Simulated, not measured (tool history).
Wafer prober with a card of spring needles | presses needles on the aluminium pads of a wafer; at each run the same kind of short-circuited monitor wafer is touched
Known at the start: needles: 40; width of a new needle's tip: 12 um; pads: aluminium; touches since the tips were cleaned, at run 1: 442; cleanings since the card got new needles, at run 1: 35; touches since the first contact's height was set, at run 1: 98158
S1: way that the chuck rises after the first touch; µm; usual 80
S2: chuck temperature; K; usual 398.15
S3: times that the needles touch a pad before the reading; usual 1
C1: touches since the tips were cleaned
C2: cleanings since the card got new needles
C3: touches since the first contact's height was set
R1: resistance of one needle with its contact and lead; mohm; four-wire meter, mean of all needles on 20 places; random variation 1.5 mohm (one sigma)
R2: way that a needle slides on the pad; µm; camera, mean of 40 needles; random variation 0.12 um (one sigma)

{"run": 1, "day": 0.0, "S1": 80, "S2": 398.15, "S3": 1, "C1": 442, "C2": 35, "C3": 98158, "R1": 145, "R2": 16.55}
{"day": 0.392, "done": "tips cleaned on abrasive film"}
{"day": 0.879, "done": "tips cleaned on abrasive film"}
{"day": 1.371, "done": "tips cleaned on abrasive film"}
{"run": 2, "day": 1.579, "S1": 80, "S2": 398.15, "S3": 1, "C1": 1251, "C2": 38, "C3": 107585, "R1": 148, "R2": 16.49}
{"day": 1.775, "done": "tips cleaned on abrasive film"}
{"day": 2.167, "done": "tips cleaned on abrasive film"}
{"day": 2.658, "done": "tips cleaned on abrasive film"}
{"day": 3.05, "done": "tips cleaned on abrasive film"}
{"run": 3, "day": 3.129, "S1": 80, "S2": 398.15, "S3": 3, "C1": 482, "C2": 42, "C3": 116828, "R1": 144, "R2": 16.29}
{"day": 3.521, "done": "tips cleaned on abrasive film"}
{"day": 4.012, "done": "tips cleaned on abrasive film"}
{"day": 4.5, "done": "tips cleaned on abrasive film"}
{"day": 4.988, "done": "tips cleaned on abrasive film"}
{"day": 5.479, "done": "tips cleaned on abrasive film"}
{"run": 4, "day": 5.808, "S1": 80, "S2": 398.15, "S3": 3, "C1": 1981, "C2": 47, "C3": 132825, "R1": 147, "R2": 16.45}
{"day": 5.908, "done": "tips cleaned on abrasive film"}
{"day": 6.3, "done": "tips cleaned on abrasive film"}
{"day": 6.788, "done": "tips cleaned on abrasive film"}
{"day": 7.179, "done": "tips cleaned on abrasive film"}
{"run": 5, "day": 7.246, "S1": 80, "S2": 398.15, "S3": 3, "C1": 402, "C2": 51, "C3": 141404, "R1": 142, "R2": 16.26}
{"day": 7.642, "done": "tips cleaned on abrasive film"}
{"day": 8.129, "done": "tips cleaned on abrasive film"}
{"day": 8.617, "done": "tips cleaned on abrasive film"}
{"run": 6, "day": 8.767, "S1": 80, "S2": 398.15, "S3": 1, "C1": 890, "C2": 54, "C3": 150470, "R1": 147, "R2": 16.16}
{"day": 9.062, "done": "tips cleaned on abrasive film"}
{"day": 9.55, "done": "tips cleaned on abrasive film"}
{"day": 10.038, "done": "tips cleaned on abrasive film"}
{"day": 10.05, "done": "height of the first contact set anew"}
{"day": 10.442, "done": "tips cleaned on abrasive film"}
{"day": 10.933, "done": "tips cleaned on abrasive film"}
{"day": 11.371, "done": "tips cleaned on abrasive film"}
{"run": 7, "day": 11.371, "S1": 81, "S2": 398.15, "S3": 1, "C1": 0, "C2": 60, "C3": 7859, "R1": 142, "R2": 16.04}
{"day": 11.762, "done": "tips cleaned on abrasive film"}
{"day": 12.154, "done": "tips cleaned on abrasive film"}
{"day": 12.642, "done": "tips cleaned on abrasive film"}
{"day": 13.033, "done": "tips cleaned on abrasive film"}
{"day": 13.525, "done": "tips cleaned on abrasive film"}
{"run": 8, "day": 13.708, "S1": 80, "S2": 310.15, "S3": 1, "C1": 1116, "C2": 65, "C3": 21825, "R1": 140, "R2": 15.67}
{"day": 14.004, "done": "tips cleaned on abrasive film"}
{"day": 14.492, "done": "tips cleaned on abrasive film"}
{"day": 14.983, "done": "tips cleaned on abrasive film"}
{"day": 15.375, "done": "tips cleaned on abrasive film"}
{"run": 9, "day": 15.654, "S1": 80, "S2": 310.15, "S3": 1, "C1": 1695, "C2": 69, "C3": 33449, "R1": 144, "R2": 15.58}
{"day": 15.854, "done": "tips cleaned on abrasive film"}
{"day": 16.342, "done": "tips cleaned on abrasive film"}
{"day": 16.733, "done": "tips cleaned on abrasive film"}
{"day": 17.225, "done": "tips cleaned on abrasive film"}
{"day": 17.712, "done": "tips cleaned on abrasive film"}
{"run": 10, "day": 17.908, "S1": 80, "S2": 310.15, "S3": 1, "C1": 1168, "C2": 74, "C3": 46882, "R1": 140, "R2": 15.79}
{"day": 18.204, "done": "tips cleaned on abrasive film"}
{"day": 18.692, "done": "tips cleaned on abrasive film"}
{"day": 19.179, "done": "tips cleaned on abrasive film"}
{"day": 19.671, "done": "tips cleaned on abrasive film"}
{"day": 20.158, "done": "tips cleaned on abrasive film"}
{"day": 20.55, "done": "tips cleaned on abrasive film"}
{"run": 11, "day": 20.625, "S1": 80, "S2": 310.15, "S3": 1, "C1": 449, "C2": 80, "C3": 63100, "R1": 133, "R2": 15.8}
{"day": 21.017, "done": "tips cleaned on abrasive film"}
{"day": 21.508, "done": "tips cleaned on abrasive film"}
{"day": 21.996, "done": "tips cleaned on abrasive film"}
{"day": 22.483, "done": "tips cleaned on abrasive film"}
{"day": 22.975, "done": "tips cleaned on abrasive film"}
{"run": 12, "day": 23.042, "S1": 80, "S2": 310.15, "S3": 1, "C1": 413, "C2": 85, "C3": 77531, "R1": 133, "R2": 15.55}
{"day": 23.433, "done": "tips cleaned on abrasive film"}
{"day": 23.925, "done": "tips cleaned on abrasive film"}
{"run": 13, "day": 24.288, "S1": 80, "S2": 310.15, "S3": 1, "C1": 2178, "C2": 87, "C3": 84967, "R1": 146, "R2": 15.41}
{"day": 24.388, "done": "tips cleaned on abrasive film"}
{"day": 24.875, "done": "tips cleaned on abrasive film"}
{"day": 25.083, "done": "height of the first contact set anew, once more"}
{"day": 25.379, "done": "tips cleaned on abrasive film"}
{"day": 25.867, "done": "tips cleaned on abrasive film"}
{"run": 14, "day": 26.058, "S1": 80, "S2": 302.15, "S3": 1, "C1": 1144, "C2": 91, "C3": 5817, "R1": 136, "R2": 16.94}
{"day": 26.35, "done": "tips cleaned on abrasive film"}
{"day": 26.842, "done": "tips cleaned on abrasive film"}
{"day": 27.329, "done": "tips cleaned on abrasive film"}
{"day": 27.821, "done": "tips cleaned on abrasive film"}
{"day": 28.308, "done": "tips cleaned on abrasive film"}
{"run": 15, "day": 28.596, "S1": 65, "S2": 348.15, "S3": 1, "C1": 1743, "C2": 96, "C3": 20993, "R1": 152, "R2": 13.57}
{"day": 28.796, "done": "tips cleaned on abrasive film"}
{"day": 29.283, "done": "tips cleaned on abrasive film"}
{"day": 29.775, "done": "tips cleaned on abrasive film"}
{"day": 30.167, "done": "tips cleaned on abrasive film"}
{"run": 16, "day": 30.171, "S1": 65, "S2": 348.15, "S3": 1, "C1": 24, "C2": 100, "C3": 30362, "R1": 136, "R2": 13.55}
{"day": 30.562, "done": "tips cleaned on abrasive film"}
{"day": 30.954, "done": "tips cleaned on abrasive film"}
{"day": 31.442, "done": "tips cleaned on abrasive film"}
{"day": 31.833, "done": "tips cleaned on abrasive film"}
{"run": 17, "day": 32.0, "S1": 90, "S2": 314.15, "S3": 2, "C1": 994, "C2": 104, "C3": 41282, "R1": 136, "R2": 18.82}
{"day": 32.296, "done": "tips cleaned on abrasive film"}
{"day": 32.688, "done": "tips cleaned on abrasive film"}
{"day": 33.175, "done": "tips cleaned on abrasive film"}
{"day": 33.667, "done": "tips cleaned on abrasive film"}
{"run": 18, "day": 33.938, "S1": 62, "S2": 308.15, "S3": 1, "C1": 1638, "C2": 108, "C3": 52849, "R1": 153, "R2": 12.9}
{"day": 34.138, "done": "tips cleaned on abrasive film"}
{"day": 34.625, "done": "tips cleaned on abrasive film"}
{"day": 35.112, "done": "tips cleaned on abrasive film"}
{"day": 35.604, "done": "tips cleaned on abrasive film"}
{"day": 36.092, "done": "tips cleaned on abrasive film"}
{"run": 19, "day": 36.258, "S1": 62, "S2": 308.15, "S3": 1, "C1": 1013, "C2": 113, "C3": 66711, "R1": 140, "R2": 12.84}
{"day": 36.554, "done": "tips cleaned on abrasive film"}
{"day": 37.046, "done": "tips cleaned on abrasive film"}
{"day": 37.533, "done": "tips cleaned on abrasive film"}
{"day": 37.925, "done": "tips cleaned on abrasive film"}
{"day": 38.412, "done": "tips cleaned on abrasive film"}
{"day": 38.904, "done": "tips cleaned on abrasive film"}
{"run": 20, "day": 39.05, "S1": 62, "S2": 308.15, "S3": 1, "C1": 877, "C2": 119, "C3": 83357, "R1": 139, "R2": 12.75}
{"day": 39.346, "done": "tips cleaned on abrasive film"}
{"day": 39.833, "done": "tips cleaned on abrasive film"}
{"day": 40.321, "done": "tips cleaned on abrasive film"}
{"day": 40.812, "done": "tips cleaned on abrasive film"}
{"day": 41.3, "done": "tips cleaned on abrasive film"}
{"run": 21, "day": 41.308, "S1": 62, "S2": 312.15, "S3": 2, "C1": 49, "C2": 124, "C3": 96839, "R1": 131, "R2": 12.83}
{"day": 41.7, "done": "tips cleaned on abrasive film"}
{"day": 42.192, "done": "tips cleaned on abrasive film"}
{"day": 42.679, "done": "tips cleaned on abrasive film"}
{"run": 22, "day": 42.8, "S1": 99, "S2": 337.15, "S3": 1, "C1": 728, "C2": 127, "C3": 105746, "R1": 134, "R2": 20.58}
{"day": 43.096, "done": "tips cleaned on abrasive film"}
{"day": 43.488, "done": "tips cleaned on abrasive film"}
{"day": 43.975, "done": "tips cleaned on abrasive film"}
{"day": 44.467, "done": "tips cleaned on abrasive film"}
{"day": 44.954, "done": "tips cleaned on abrasive film"}
{"run": 23, "day": 45.183, "S1": 85, "S2": 337.15, "S3": 2, "C1": 1386, "C2": 132, "C3": 119979, "R1": 143, "R2": 17.5}
{"day": 45.383, "done": "tips cleaned on abrasive film"}
{"day": 45.775, "done": "tips cleaned on abrasive film"}
{"day": 46.262, "done": "tips cleaned on abrasive film"}
{"run": 24, "day": 46.467, "S1": 76, "S2": 337.15, "S3": 2, "C1": 1228, "C2": 135, "C3": 127632, "R1": 139, "R2": 15.54}
{"day": 46.667, "done": "tips cleaned on abrasive film"}
{"day": 47.154, "done": "tips cleaned on abrasive film"}
{"day": 47.646, "done": "tips cleaned on abrasive film"}
{"day": 48.133, "done": "tips cleaned on abrasive film"}
{"run": 25, "day": 48.167, "S1": 81, "S2": 298.15, "S3": 1, "C1": 206, "C2": 139, "C3": 137769, "R1": 133, "R2": 16.58}
{"day": 48.558, "done": "tips cleaned on abrasive film"}
{"day": 49.05, "done": "tips cleaned on abrasive film"}
{"day": 49.538, "done": "tips cleaned on abrasive film"}
{"day": 50.025, "done": "tips cleaned on abrasive film"}
{"run": 26, "day": 50.158, "S1": 81, "S2": 298.15, "S3": 1, "C1": 794, "C2": 143, "C3": 149659, "R1": 136, "R2": 16.31}

Forecast each of these 3 alternatives for the next run:
{"day": 50.454, "done": "tips cleaned on abrasive film"}
{"day": 50.942, "done": "tips cleaned on abrasive film"}
{"day": 51.333, "done": "tips cleaned on abrasive film"}
{"day": 51.542, "done": "height of the first contact set anew"}
{"day": 51.838, "done": "tips cleaned on abrasive film"}
{"run": "A", "day": 51.992, "S1": 81, "S2": 298.15, "S3": 2, "C1": 923, "C2": 147, "C3": 2675, "R1": "?", "R2": "?"}
{"day": 50.454, "done": "tips cleaned on abrasive film"}
{"day": 50.942, "done": "tips cleaned on abrasive film"}
{"day": 51.333, "done": "tips cleaned on abrasive film"}
{"day": 51.542, "done": "height of the first contact set anew"}
{"day": 51.838, "done": "tips cleaned on abrasive film"}
{"run": "B", "day": 51.992, "S1": 64, "S2": 298.15, "S3": 2, "C1": 923, "C2": 147, "C3": 2675, "R1": "?", "R2": "?"}
{"day": 50.454, "done": "tips cleaned on abrasive film"}
{"day": 50.942, "done": "tips cleaned on abrasive film"}
{"day": 51.333, "done": "tips cleaned on abrasive film"}
{"day": 51.542, "done": "height of the first contact set anew"}
{"day": 51.838, "done": "tips cleaned on abrasive film"}
{"run": "C", "day": 51.992, "S1": 80, "S2": 300.15, "S3": 2, "C1": 923, "C2": 147, "C3": 2675, "R1": "?", "R2": "?"}

run=A R1=132 R2=17.02
run=B R1=135 R2=13.52
run=C R1=134 R2=16.98
Without the tool's hidden state the same runs would have given:
run=A R1=126 R2=17.04
run=B R1=127 R2=13.53
run=C R1=128 R2=16.99

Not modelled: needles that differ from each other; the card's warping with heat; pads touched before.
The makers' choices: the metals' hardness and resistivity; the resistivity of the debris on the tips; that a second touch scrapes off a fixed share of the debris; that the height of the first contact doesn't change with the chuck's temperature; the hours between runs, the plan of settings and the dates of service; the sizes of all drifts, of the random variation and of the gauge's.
